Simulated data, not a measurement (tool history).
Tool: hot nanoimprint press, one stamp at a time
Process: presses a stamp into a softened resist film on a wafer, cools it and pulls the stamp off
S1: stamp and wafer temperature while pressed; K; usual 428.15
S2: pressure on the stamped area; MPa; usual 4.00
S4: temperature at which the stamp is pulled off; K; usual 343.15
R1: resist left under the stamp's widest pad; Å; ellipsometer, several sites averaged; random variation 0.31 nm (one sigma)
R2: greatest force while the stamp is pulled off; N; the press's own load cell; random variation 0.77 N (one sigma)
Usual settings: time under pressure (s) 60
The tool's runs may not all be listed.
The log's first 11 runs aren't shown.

Run 12, hour 234.3: usual settings. Result: R1 1381 Å, R2 196.3 N.
Run 13, hour 248.2: usual settings. Result: R1 1381 Å, R2 196.0 N.
Run 14, hour 261.5: usual settings. Result: R1 1374 Å, R2 196.9 N.
Run 15, hour 278.3: usual settings. Result: R1 1378 Å, R2 198.3 N.
Run 16, hour 296.2: usual settings. Result: R1 1383 Å, R2 196.6 N.
Run 17, hour 308.8: usual settings but S1 422.15 K, S2 2.54 MPa. Result: R1 2164 Å, R2 196.7 N.
Run 18, hour 332.7: usual settings but S1 422.15 K, S2 4.73 MPa, time under pressure (s) 80. Result: R1 1507 Å, R2 197.8 N.
At hour 362.6: stamp cleaned and given a new release coat.
Run 19, hour 366.8: usual settings but S1 427.15 K, S2 2.99 MPa. Result: R1 1651 Å, R2 196.7 N.
Run 20, hour 380.8: usual settings but S2 5.43 MPa, time under pressure (s) 50. Result: R1 1274 Å, R2 198.2 N.
Run 21, hour 398.6: usual settings but time under pressure (s) 68, S4 342.15 K. Result: R1 1312 Å, R2 197.1 N.
Run 22, hour 410.1: usual settings but time under pressure (s) 68, S4 342.15 K. Result: R1 1310 Å, R2 198.7 N.
Run 23, hour 431.8: usual settings but S2 3.69 MPa, time under pressure (s) 106, S4 330.15 K. Result: R1 1143 Å, R2 218.4 N.
Run 24, hour 449.1: usual settings but S2 3.69 MPa, time under pressure (s) 39, S4 330.15 K. Result: R1 1683 Å, R2 217.6 N.
Run 25, hour 467.4: usual settings but S1 436.15 K, S2 2.78 MPa, time under pressure (s) 44, S4 329.15 K. Result: R1 1319 Å, R2 221.2 N.
Run 26, hour 488.0: usual settings but S1 425.15 K, time under pressure (s) 40, S4 345.15 K. Result: R1 1825 Å, R2 193.3 N.
Run 27, hour 504.4: usual settings but S2 3.41 MPa, time under pressure (s) 39. Result: R1 1745 Å, R2 198.4 N.
Run 28, hour 528.2: usual settings but S2 3.41 MPa, time under pressure (s) 39. Result: R1 1743 Å, R2 196.9 N.
At hour 536.3: stamp cleaned and given a new release coat.
Run 29, hour 549.5: usual settings but S2 3.41 MPa, time under pressure (s) 39. Result: R1 1741 Å, R2 196.8 N.
Run 30, hour 566.1: usual settings but S1 434.15 K, S2 6.06 MPa, time under pressure (s) 88, S4 350.15 K. Result: R1 721 Å, R2 184.3 N.

Forecast each of these 3 alternatives for the next run:
Run A, hour 579.9: usual settings but S1 425.15 K, S2 6.06 MPa, time under pressure (s) 79, S4 350.15 K. Result: R1 ?, R2 ?.
Run B, hour 579.9: usual settings but S1 434.15 K, S2 6.06 MPa, time under pressure (s) 102, S4 350.15 K. Result: R1 ?, R2 ?.
Run C, hour 579.9: usual settings but S1 434.15 K, S2 2.46 MPa, time under pressure (s) 74, S4 350.15 K. Result: R1 ?, R2 ?.

run    R1     R2
  A  1162  185.4
  B   673  184.1
  C  1237  184.5
Without the tool's hidden state the same runs would have given:
run    R1     R2
  A  1163  185.4
  B   674  184.0
  C  1239  184.4

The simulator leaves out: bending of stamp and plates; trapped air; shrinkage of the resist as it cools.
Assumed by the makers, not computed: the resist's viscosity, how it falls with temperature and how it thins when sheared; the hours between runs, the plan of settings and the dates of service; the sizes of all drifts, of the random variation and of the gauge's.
